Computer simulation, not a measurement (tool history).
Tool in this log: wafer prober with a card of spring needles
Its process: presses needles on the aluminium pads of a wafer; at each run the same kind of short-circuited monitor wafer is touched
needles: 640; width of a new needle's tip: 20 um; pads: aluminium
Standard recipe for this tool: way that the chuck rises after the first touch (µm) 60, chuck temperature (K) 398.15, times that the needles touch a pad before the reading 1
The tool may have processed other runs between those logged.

run,hour,way that the chuck rises after the first touch (µm),chuck temperature (K),times that the needles touch a pad before the reading,resistance of one needle with its contact and lead (mohm),way that a needle slides on the pad (µm)
1,0.0,60,398.15,1,293,14.62
2,4.5,60,398.15,1,312,14.57
# hour 11.0: tips cleaned on abrasive film
3,13.4,71,398.15,1,294,17.40
4,21.6,71,398.15,1,305,17.29
# hour 23.1: tips cleaned on abrasive film
5,29.9,71,398.15,1,312,17.35
# hour 35.3: tips cleaned on abrasive film
6,38.8,71,398.15,1,295,17.32
# hour 47.5: tips cleaned on abrasive film
7,48.6,71,398.15,1,290,17.34
8,56.7,71,398.15,1,305,17.32
# hour 59.7: tips cleaned on abrasive film
9,67.1,71,398.15,1,310,17.21
# hour 71.6: tips cleaned on abrasive film
10,75.4,71,398.15,1,297,17.26
11,82.8,71,398.15,1,312,17.26
# hour 83.4: tips cleaned on abrasive film
12,89.7,71,398.15,1,304,17.22
# hour 95.1: tips cleaned on abrasive film
13,97.8,71,398.15,1,300,17.28
# hour 107.0: tips cleaned on abrasive film
14,107.0,77,398.15,3,285,18.59
15,112.3,56,313.15,2,282,13.56
16,117.4,56,313.15,2,290,13.48
# hour 118.7: tips cleaned on abrasive film
17,121.7,60,398.15,2,299,14.41
# hour 122.4: height of the first contact set anew
# hour 130.8: tips cleaned on abrasive film
18,131.2,66,333.15,1,271,15.63
19,136.6,66,333.15,1,289,15.61
# hour 142.7: tips cleaned on abrasive film
20,142.7,72,398.15,2,284,17.00
21,147.4,44,398.15,1,337,10.11
# hour 155.1: tips cleaned on abrasive film
22,155.1,51,398.15,1,292,11.79
23,160.8,51,398.15,1,325,11.76
24,165.5,60,317.15,2,288,14.07

What if the next run were any one of these 5? Each begins from the tool's condition after run 24:
# hour 166.9: tips cleaned on abrasive film
A,171.7,60,350.15,1,?,?
# hour 166.9: tips cleaned on abrasive film
B,171.7,62,317.15,3,?,?
# hour 166.9: tips cleaned on abrasive film
C,171.7,60,380.15,1,?,?
# hour 166.9: tips cleaned on abrasive film
D,171.7,60,341.15,2,?,?
# hour 166.9: tips cleaned on abrasive film
E,171.7,66,381.15,2,?,?

run,resistance of one needle with its contact and lead (mohm),way that a needle slides on the pad (µm)
A,300,14.15
B,274,14.59
C,308,14.05
D,292,13.98
E,294,15.49
What these runs would have given with no unlogged condition in the tool:
run,resistance of one needle with its contact and lead (mohm),way that a needle slides on the pad (µm)
A,272,15.04
B,264,15.48
C,282,14.94
D,275,14.87
E,280,16.37

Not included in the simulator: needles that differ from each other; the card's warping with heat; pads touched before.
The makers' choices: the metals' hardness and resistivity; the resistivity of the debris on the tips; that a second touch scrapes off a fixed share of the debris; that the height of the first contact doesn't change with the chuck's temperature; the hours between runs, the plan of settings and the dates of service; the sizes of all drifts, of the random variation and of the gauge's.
